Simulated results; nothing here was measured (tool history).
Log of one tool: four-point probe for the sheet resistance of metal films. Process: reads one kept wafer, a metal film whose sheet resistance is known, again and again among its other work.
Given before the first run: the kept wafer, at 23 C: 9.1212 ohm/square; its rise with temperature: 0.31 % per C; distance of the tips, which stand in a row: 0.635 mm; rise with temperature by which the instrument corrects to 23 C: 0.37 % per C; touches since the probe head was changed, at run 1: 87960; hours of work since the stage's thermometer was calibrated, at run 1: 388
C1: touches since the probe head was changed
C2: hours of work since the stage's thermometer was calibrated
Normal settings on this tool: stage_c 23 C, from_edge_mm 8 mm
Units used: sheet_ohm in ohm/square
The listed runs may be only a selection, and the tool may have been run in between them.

{"run": 1, "hour": 0.0, "stage_c": 23, "from_edge_mm": 8, "C1": 87960, "C2": 388, "sheet_ohm": 9.051925}
{"run": 2, "hour": 71.3, "stage_c": 23, "from_edge_mm": 8, "C1": 91150, "C2": 432, "sheet_ohm": 9.049829}
{"run": 3, "hour": 144.4, "stage_c": 23, "from_edge_mm": 8, "C1": 94423, "C2": 478, "sheet_ohm": 9.04819}
{"run": 4, "hour": 192.9, "stage_c": 20, "from_edge_mm": 8, "C1": 96598, "C2": 508, "sheet_ohm": 9.065605}
{"run": 5, "hour": 280.2, "stage_c": 20, "from_edge_mm": 8, "C1": 100504, "C2": 563, "sheet_ohm": 9.061313}
{"run": 6, "hour": 394.3, "stage_c": 23, "from_edge_mm": 7, "C1": 105612, "C2": 634, "sheet_ohm": 9.05126}
{"run": 7, "hour": 481.3, "stage_c": 24, "from_edge_mm": 8, "C1": 109506, "C2": 689, "sheet_ohm": 9.030138}
{"run": 8, "hour": 545.4, "stage_c": 24, "from_edge_mm": 8, "C1": 112377, "C2": 729, "sheet_ohm": 9.029236}
{"run": 9, "hour": 607.6, "stage_c": 24, "from_edge_mm": 8, "C1": 115158, "C2": 768, "sheet_ohm": 9.026597}
{"run": 10, "hour": 680.6, "stage_c": 24, "from_edge_mm": 8, "C1": 118426, "C2": 813, "sheet_ohm": 9.0266}
{"run": 11, "hour": 771.2, "stage_c": 24, "from_edge_mm": 8, "C1": 122484, "C2": 870, "sheet_ohm": 9.025364}
{"run": 12, "hour": 884.7, "stage_c": 27, "from_edge_mm": 8, "C1": 127567, "C2": 941, "sheet_ohm": 9.000766}
{"run": 13, "hour": 950.5, "stage_c": 18, "from_edge_mm": 8, "C1": 130511, "C2": 982, "sheet_ohm": 9.053573}
{"run": 14, "hour": 1029.0, "stage_c": 18, "from_edge_mm": 8, "C1": 134025, "C2": 1031, "sheet_ohm": 9.047574}
{"run": 15, "hour": 1076.2, "stage_c": 22, "from_edge_mm": 8, "C1": 136135, "C2": 1061, "sheet_ohm": 9.022833}
{"run": 16, "hour": 1125.7, "stage_c": 28, "from_edge_mm": 24, "C1": 138353, "C2": 1092, "sheet_ohm": 8.958049}
{"run": 17, "hour": 1197.8, "stage_c": 31, "from_edge_mm": 24, "C1": 141581, "C2": 1137, "sheet_ohm": 8.939558}
{"run": 18, "hour": 1298.2, "stage_c": 30, "from_edge_mm": 47, "C1": 146077, "C2": 1200, "sheet_ohm": 8.939892}

What will run 19 give?
{"run": 19, "hour": 1351.1, "stage_c": 31, "from_edge_mm": 14, "C1": 148444, "C2": 1233, "sheet_ohm": "?"}

Run 19 yielded sheet_ohm 8.939084 ohm/square.
The same run, on a tool lacking any hidden state, would have yielded sheet_ohm 9.081803 ohm/square.
